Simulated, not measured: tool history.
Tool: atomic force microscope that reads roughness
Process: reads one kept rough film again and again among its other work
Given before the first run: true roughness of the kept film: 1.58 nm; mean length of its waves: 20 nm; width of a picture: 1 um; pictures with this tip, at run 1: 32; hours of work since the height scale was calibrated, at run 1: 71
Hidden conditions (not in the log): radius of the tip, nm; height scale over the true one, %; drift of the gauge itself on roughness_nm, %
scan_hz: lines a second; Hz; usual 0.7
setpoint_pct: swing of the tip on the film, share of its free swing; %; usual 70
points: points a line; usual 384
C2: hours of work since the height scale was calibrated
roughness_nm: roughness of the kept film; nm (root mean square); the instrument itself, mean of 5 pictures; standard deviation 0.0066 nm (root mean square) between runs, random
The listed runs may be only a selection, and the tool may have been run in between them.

Run 1, hour 0: usual settings; pictures with this tip 32; C2 71. Result: roughness_nm 1.234 nm (root mean square).
Run 2, hour 10: usual settings but setpoint_pct 83 %; pictures with this tip 56; C2 79. Result: roughness_nm 1.167 nm (root mean square).
Run 3, hour 21.6: usual settings; pictures with this tip 84; C2 88. Result: roughness_nm 1.155 nm (root mean square).
Run 4, hour 27.6: usual settings but scan_hz 1.115 Hz; pictures with this tip 98; C2 93. Result: roughness_nm 1.115 nm (root mean square).
Run 5, hour 39.2: usual settings but scan_hz 1.115 Hz; pictures with this tip 126; C2 102. Result: roughness_nm 1.07 nm (root mean square).
Run 6, hour 51.1: usual settings but setpoint_pct 87 %; pictures with this tip 155; C2 111. Result: roughness_nm 1.012 nm (root mean square).
At hour 58: new tip fitted.
Run 7, hour 62.8: usual settings but scan_hz 1.179 Hz, points 433; pictures with this tip 12; C2 120. Result: roughness_nm 1.254 nm (root mean square).
At hour 64.5: height scale calibrated on a step standard.
Run 8, hour 71.4: usual settings but scan_hz 3.201 Hz, points 936; pictures with this tip 30; C2 5. Result: roughness_nm 1.178 nm (root mean square).
Run 9, hour 84.1: usual settings but scan_hz 3.201 Hz, points 936; pictures with this tip 61; C2 15. Result: roughness_nm 1.12 nm (root mean square).
Run 10, hour 92.4: usual settings but scan_hz 2.249 Hz, setpoint_pct 63 %, points 420; pictures with this tip 81; C2 22. Result: roughness_nm 1.141 nm (root mean square).
Run 11, hour 98.8: usual settings but scan_hz 2.249 Hz, setpoint_pct 73 %, points 564; pictures with this tip 96; C2 27. Result: roughness_nm 1.08 nm (root mean square).

Consider 5 possible next runs. They are alternatives, not a sequence: every one starts from the tool as it was left by run 11. What does each give?
At hour 111.6: height scale calibrated on a step standard, once more.
Run A, hour 111.6: usual settings but scan_hz 1.072 Hz, setpoint_pct 64 %, points 678; pictures with this tip 124; C2 0. Result: roughness_nm ?.
At hour 111.6: height scale calibrated on a step standard, once more.
Run B, hour 111.6: usual settings but scan_hz 1.993 Hz, setpoint_pct 66 %, points 574; pictures with this tip 124; C2 0. Result: roughness_nm ?.
At hour 111.6: height scale calibrated on a step standard, once more.
Run C, hour 111.6: usual settings but scan_hz 3.45 Hz, setpoint_pct 76 %, points 574; pictures with this tip 124; C2 0. Result: roughness_nm ?.
At hour 111.6: height scale calibrated on a step standard, once more.
Run D, hour 111.6: usual settings but scan_hz 0.788 Hz, setpoint_pct 79 %, points 474; pictures with this tip 124; C2 0. Result: roughness_nm ?.
At hour 111.6: height scale calibrated on a step standard, once more.
Run E, hour 111.6: usual settings but setpoint_pct 57 %; pictures with this tip 124; C2 0. Result: roughness_nm ?.

run  roughness_nm
  A         1.105
  B         1.094
  C         0.961
  D         1.071
  E         1.109
Without the tool's hidden state the same runs would have given:
run  roughness_nm
  A         1.321
  B         1.305
  C         1.148
  D         1.278
  E         1.324
